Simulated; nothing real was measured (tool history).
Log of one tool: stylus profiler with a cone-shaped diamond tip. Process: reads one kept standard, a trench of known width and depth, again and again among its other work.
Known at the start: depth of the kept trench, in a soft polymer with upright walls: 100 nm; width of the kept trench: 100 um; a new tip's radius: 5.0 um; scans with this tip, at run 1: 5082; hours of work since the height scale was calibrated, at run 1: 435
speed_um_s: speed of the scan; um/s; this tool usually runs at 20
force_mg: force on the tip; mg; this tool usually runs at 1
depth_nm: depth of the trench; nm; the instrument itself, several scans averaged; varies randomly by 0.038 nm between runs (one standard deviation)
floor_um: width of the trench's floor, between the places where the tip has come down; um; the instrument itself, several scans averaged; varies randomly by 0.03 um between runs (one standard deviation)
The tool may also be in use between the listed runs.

| run | day | speed_um_s | force_mg | scans with this tip | hours of work since the height scale was calibrated | depth_nm | floor_um |
|---|---|---|---|---|---|---|---|
| 1 | 0 | 20 | 1 | 5082 | 435 | 100.25 | 97.35 |
| 2 | 3.362 | 20 | 1 | 5655 | 484 | 100.16 | 97.36 |
| 3 | 6.538 | 20 | 1 | 6196 | 531 | 100.16 | 97.25 |
| 4 | 10.592 | 23 | 1 | 6887 | 590 | 100.16 | 97.21 |
| 5 | 16.012 | 20 | 1 | 7811 | 669 | 100.12 | 97.14 |
| 6 | 19.725 | 20 | 1 | 8444 | 723 | 100.07 | 97.14 |
| 7 | 23.433 | 20 | 2.46 | 9076 | 777 | 100.34 | 97.09 |
|  | 25.708 | height scale calibrated on a step standard |
| 8 | 28.838 | 20 | 2.46 | 9993 | 46 | 100.58 | 97.03 |
| 9 | 33.788 | 20 | 2.46 | 10837 | 118 | 100.5 | 97.03 |
| 10 | 38.162 | 20 | 2.46 | 11582 | 182 | 100.51 | 96.95 |
| 11 | 41.992 | 20 | 2.46 | 12235 | 238 | 100.5 | 96.89 |
| 12 | 46.292 | 20 | 2.46 | 12968 | 300 | 100.53 | 96.9 |
| 13 | 50.671 | 20 | 2.46 | 13714 | 364 | 100.45 | 96.83 |
| 14 | 53.038 | 20 | 2.46 | 14117 | 399 | 100.45 | 96.79 |
| 15 | 57.058 | 20 | 2.46 | 14803 | 458 | 100.43 | 96.76 |
| 16 | 61.042 | 7 | 2.46 | 15481 | 516 | 100.43 | 96.8 |
| 17 | 64.5 | 31 | 0.4 | 16070 | 566 | 100.06 | 96.55 |
| 18 | 68.229 | 31 | 0.4 | 16706 | 621 | 100.03 | 96.47 |
| 19 | 73.567 | 31 | 0.37 | 17616 | 699 | 100.01 | 96.38 |
| 20 | 77.196 | 59 | 2.51 | 18234 | 752 | 100.38 | 96.44 |
|  | 81.321 | height scale calibrated on a step standard |
| 21 | 82.429 | 59 | 2.51 | 19123 | 16 | 100.48 | 96.37 |
| 22 | 85.975 | 13 | 1.38 | 19727 | 68 | 100.39 | 96.5 |
| 23 | 88.558 | 55 | 0.41 | 20167 | 106 | 100.09 | 96.07 |
| 24 | 92.45 | 70 | 2.16 | 20830 | 162 | 100.39 | 96.25 |

Across each entry between runs, compare the hidden state at the last listed run before it with the hidden state at the first listed run after it:
Logged between run 7 and run 8: height scale calibrated on a step standard (day 25.708)
  radius of the tip, um: 9.89 -> 10.32; height scale over the true one, %: -0.215 -> 0.016
  the result without the hidden state subtracted from the measured one, depth_nm: -0.22 -> +0.01 nm; floor_um: -0.82 -> -0.88 um
Logged between run 20 and run 21: height scale calibrated on a step standard (day 81.321)
  radius of the tip, um: 14.32 -> 14.77; height scale over the true one, %: -0.157 -> -0.018
  the result without the hidden state subtracted from the measured one, depth_nm: -0.16 -> -0.02 nm; floor_um: -1.39 -> -1.44 um
